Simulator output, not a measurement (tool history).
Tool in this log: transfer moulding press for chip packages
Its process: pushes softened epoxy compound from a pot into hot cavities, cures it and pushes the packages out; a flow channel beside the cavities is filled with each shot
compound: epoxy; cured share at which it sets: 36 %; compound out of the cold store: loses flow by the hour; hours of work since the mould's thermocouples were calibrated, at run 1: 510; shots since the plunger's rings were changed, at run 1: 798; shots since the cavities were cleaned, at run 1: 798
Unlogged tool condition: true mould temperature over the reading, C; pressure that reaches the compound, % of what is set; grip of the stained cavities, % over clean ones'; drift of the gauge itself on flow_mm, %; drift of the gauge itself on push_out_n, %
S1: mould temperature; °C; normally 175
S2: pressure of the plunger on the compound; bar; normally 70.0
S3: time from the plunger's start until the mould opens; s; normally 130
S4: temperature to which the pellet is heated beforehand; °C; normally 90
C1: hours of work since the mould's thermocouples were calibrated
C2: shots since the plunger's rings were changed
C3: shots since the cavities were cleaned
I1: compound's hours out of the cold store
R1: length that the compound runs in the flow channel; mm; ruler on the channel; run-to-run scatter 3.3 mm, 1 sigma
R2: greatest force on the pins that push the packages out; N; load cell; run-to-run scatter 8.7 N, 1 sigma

run 1 hour=0.0 | S1=175 S2=70.0 S3=130 S4=90 | C1=510 C2=798 C3=798 | I1=16.5 | R1=780 R2=663
-- hour=20.7 cavities cleaned with cleaning compound and waxed
run 2 hour=28.3 | S1=175 S2=70.0 S3=130 S4=90 | C1=525 C2=1001 C3=57 | I1=48.0 | R1=711 R2=422
run 3 hour=42.7 | S1=175 S2=70.0 S3=130 S4=90 | C1=533 C2=1110 C3=166 | I1=43.8 | R1=712 R2=454
run 4 hour=69.0 | S1=182 S2=70.0 S3=130 S4=90 | C1=548 C2=1310 C3=366 | I1=37.2 | R1=702 R2=468
run 5 hour=85.9 | S1=182 S2=70.0 S3=130 S4=90 | C1=558 C2=1438 C3=494 | I1=17.3 | R1=748 R2=486
run 6 hour=105.5 | S1=175 S2=70.0 S3=130 S4=90 | C1=569 C2=1587 C3=643 | I1=19.6 | R1=763 R2=590
run 7 hour=120.7 | S1=175 S2=70.0 S3=130 S4=90 | C1=577 C2=1702 C3=758 | I1=45.2 | R1=701 R2=638
run 8 hour=139.5 | S1=175 S2=70.0 S3=130 S4=90 | C1=587 C2=1844 C3=900 | I1=33.6 | R1=731 R2=642
-- hour=147.4 cavities cleaned with cleaning compound and waxed
run 9 hour=168.7 | S1=175 S2=67.2 S3=130 S4=90 | C1=603 C2=2055 C3=162 | I1=44.6 | R1=691 R2=449
run 10 hour=191.7 | S1=175 S2=67.2 S3=130 S4=90 | C1=616 C2=2229 C3=336 | I1=44.7 | R1=685 R2=523
run 11 hour=219.8 | S1=175 S2=70.0 S3=130 S4=90 | C1=632 C2=2442 C3=549 | I1=19.5 | R1=757 R2=594
run 12 hour=243.9 | S1=182 S2=70.0 S3=130 S4=90 | C1=645 C2=2625 C3=732 | I1=39.7 | R1=679 R2=531
run 13 hour=255.4 | S1=175 S2=70.0 S3=130 S4=90 | C1=651 C2=2712 C3=819 | I1=14.5 | R1=759 R2=639
-- hour=273.4 cavities cleaned with cleaning compound and waxed
run 14 hour=274.6 | S1=175 S2=70.0 S3=130 S4=99 | C1=661 C2=2846 C3=9 | I1=44.4 | R1=690 R2=397
run 15 hour=291.4 | S1=175 S2=70.0 S3=130 S4=99 | C1=671 C2=2974 C3=137 | I1=17.1 | R1=751 R2=471
-- hour=294.9 mould's thermocouples calibrated
run 16 hour=319.0 | S1=175 S2=70.0 S3=130 S4=99 | C1=13 C2=3168 C3=331 | I1=42.6 | R1=693 R2=535
run 17 hour=332.1 | S1=180 S2=54.9 S3=118 S4=85 | C1=21 C2=3267 C3=430 | I1=42.7 | R1=603 R2=523
run 18 hour=356.1 | S1=180 S2=53.6 S3=153 S4=87 | C1=34 C2=3449 C3=612 | I1=44.0 | R1=588 R2=518
run 19 hour=378.1 | S1=180 S2=53.6 S3=153 S4=87 | C1=46 C2=3616 C3=779 | I1=27.1 | R1=618 R2=546
-- hour=401.1 cavities cleaned with cleaning compound and waxed
-- hour=407.3 mould's thermocouples calibrated, once more
run 20 hour=409.0 | S1=180 S2=53.6 S3=153 S4=87 | C1=1 C2=3824 C3=45 | I1=37.8 | R1=587 R2=350
run 21 hour=437.2 | S1=180 S2=65.8 S3=144 S4=89 | C1=17 C2=4038 C3=259 | I1=39.1 | R1=650 R2=428
run 22 hour=460.0 | S1=175 S2=59.9 S3=130 S4=90 | C1=29 C2=4211 C3=432 | I1=12.4 | R1=681 R2=555
run 23 hour=487.7 | S1=175 S2=63.1 S3=160 S4=93 | C1=45 C2=4421 C3=642 | I1=20.3 | R1=678 R2=537
-- hour=501.5 plunger's sealing rings changed
run 24 hour=511.2 | S1=173 S2=63.1 S3=160 S4=93 | C1=57 C2=73 C3=801 | I1=34.1 | R1=711 R2=552
run 25 hour=528.8 | S1=173 S2=63.1 S3=112 S4=98 | C1=66 C2=206 C3=934 | I1=29.4 | R1=722 R2=906
-- hour=532.2 cavities cleaned with cleaning compound and waxed
run 26 hour=553.6 | S1=177 S2=53.7 S3=130 S4=93 | C1=79 C2=383 C3=163 | I1=27.9 | R1=654 R2=418
run 27 hour=581.5 | S1=177 S2=53.7 S3=130 S4=93 | C1=95 C2=595 C3=375 | I1=36.5 | R1=634 R2=491

Hidden state at the last listed run before each entry between runs and at the first one after, where it differs:
From run 1 to run 2: cavities cleaned with cleaning compound and waxed (hour 20.7)
  true mould temperature over the reading, C: -0.45 -> -0.47; pressure that reaches the compound, % of what is set: 97.48 -> 96.79; grip of the stained cavities, % over clean ones': 62.5 -> 6.7
  measured result minus the result with no hidden state, R1: -8 -> -10 mm; R2: +263 -> +33 N
From run 8 to run 9: cavities cleaned with cleaning compound and waxed (hour 147.4)
  true mould temperature over the reading, C: -0.55 -> -0.57; pressure that reaches the compound, % of what is set: 94.03 -> 93.25; grip of the stained cavities, % over clean ones': 64.7 -> 18
  measured result minus the result with no hidden state, R1: -21 -> -22 mm; R2: +261 -> +76 N
From run 13 to run 14: cavities cleaned with cleaning compound and waxed (hour 273.4)
  true mould temperature over the reading, C: -0.64 -> -0.65; pressure that reaches the compound, % of what is set: 90.88 -> 90.39; grip of the stained cavities, % over clean ones': 62.9 -> 1.2
  measured result minus the result with no hidden state, R1: -35 -> -33 mm; R2: +254 -> +13 N
From run 15 to run 16: mould's thermocouples calibrated (hour 294.9)
  true mould temperature over the reading, C: -0.67 -> -1.13; pressure that reaches the compound, % of what is set: 89.96 -> 89.28; grip of the stained cavities, % over clean ones': 15.6 -> 32.5
  measured result minus the result with no hidden state, R1: -38 -> -37 mm; R2: +73 -> +145 N
From run 19 to run 20: cavities cleaned with cleaning compound and waxed (hour 401.1); mould's thermocouples calibrated, once more (hour 407.3)
  true mould temperature over the reading, C: -1.17 -> 0.32; pressure that reaches the compound, % of what is set: 87.75 -> 87.03; grip of the stained cavities, % over clean ones': 60.6 -> 5.9
  measured result minus the result with no hidden state, R1: -38 -> -44 mm; R2: +208 -> +19 N
From run 23 to run 24: plunger's sealing rings changed (hour 501.5)
  true mould temperature over the reading, C: 0.27 -> 0.25; pressure that reaches the compound, % of what is set: 84.96 -> 99.69; grip of the stained cavities, % over clean ones': 53.6 -> 61.4
  measured result minus the result with no hidden state, R1: -59 -> -2 mm; R2: +187 -> +206 N
From run 25 to run 26: cavities cleaned with cleaning compound and waxed (hour 532.2)
  true mould temperature over the reading, C: 0.24 -> 0.22; pressure that reaches the compound, % of what is set: 99.25 -> 98.57; grip of the stained cavities, % over clean ones': 66.9 -> 17.7
  measured result minus the result with no hidden state, R1: -4 -> -5 mm; R2: +356 -> +61 N

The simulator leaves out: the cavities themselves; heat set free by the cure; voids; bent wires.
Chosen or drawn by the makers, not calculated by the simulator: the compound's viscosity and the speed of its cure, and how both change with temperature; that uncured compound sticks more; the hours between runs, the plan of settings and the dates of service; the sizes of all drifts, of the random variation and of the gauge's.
